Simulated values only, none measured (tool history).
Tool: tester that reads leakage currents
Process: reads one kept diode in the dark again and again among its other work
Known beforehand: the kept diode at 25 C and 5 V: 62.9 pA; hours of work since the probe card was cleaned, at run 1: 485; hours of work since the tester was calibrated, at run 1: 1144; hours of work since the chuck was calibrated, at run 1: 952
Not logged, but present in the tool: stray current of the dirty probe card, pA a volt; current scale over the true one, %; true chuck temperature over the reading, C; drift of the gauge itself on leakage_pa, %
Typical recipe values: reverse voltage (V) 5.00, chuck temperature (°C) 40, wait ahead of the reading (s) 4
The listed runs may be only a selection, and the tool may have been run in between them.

| run | day | reverse voltage (V) | chuck temperature (°C) | wait ahead of the reading (s) | hours of work since the probe card was cleaned | hours of work since the tester was calibrated | hours of work since the chuck was calibrated | current that the tester gives (pA) |
|---|---|---|---|---|---|---|---|---|
| 1 | 0.000 | 5.00 | 40 | 4 | 485 | 1144 | 952 | 267.94 |
| 2 | 1.725 | 5.00 | 40 | 4 | 514 | 1174 | 982 | 268.83 |
| 3 | 3.512 | 5.00 | 40 | 4 | 545 | 1204 | 1013 | 270.88 |
| 4 | 5.596 | 5.00 | 40 | 4 | 581 | 1240 | 1049 | 273.16 |
| 5 | 7.617 | 5.00 | 40 | 4 | 616 | 1275 | 1084 | 273.22 |
| 6 | 9.117 | 5.00 | 40 | 4 | 642 | 1301 | 1110 | 273.15 |
| 7 | 11.442 | 5.00 | 40 | 4 | 682 | 1341 | 1150 | 274.43 |
| 8 | 14.167 | 5.00 | 40 | 4 | 729 | 1388 | 1197 | 274.56 |
| 9 | 16.333 | 7.25 | 40 | 4 | 766 | 1426 | 1234 | 319.43 |
| 10 | 18.521 | 7.25 | 40 | 4 | 804 | 1463 | 1272 | 321.02 |
| 11 | 20.217 | 5.00 | 40 | 4 | 833 | 1493 | 1301 | 277.83 |
| 12 | 23.012 | 5.00 | 40 | 4 | 882 | 1541 | 1349 | 279.56 |
| 13 | 25.133 | 3.99 | 40 | 4 | 918 | 1577 | 1386 | 257.40 |
| 14 | 27.825 | 5.00 | 40 | 4 | 965 | 1624 | 1432 | 279.20 |
| 15 | 29.071 | 5.00 | 40 | 4 | 986 | 1645 | 1454 | 281.81 |
| 16 | 31.529 | 5.00 | 40 | 4 | 1029 | 1688 | 1496 | 282.81 |
|  | 32.017 | chuck's temperature calibrated |
| 17 | 34.262 | 5.00 | 40 | 4 | 1074 | 1733 | 39 | 266.56 |

What does the tool deliver on the next run?
| 18 | 37.079 | 5.00 | 40 | 4 | 1123 | 1782 | 87 | ? |

Run 18 measured current that the tester gives (pA) 268.61.
With the hidden condition absent and the run-to-run variation left alone, this run would have shown current that the tester gives (pA) 254.01.
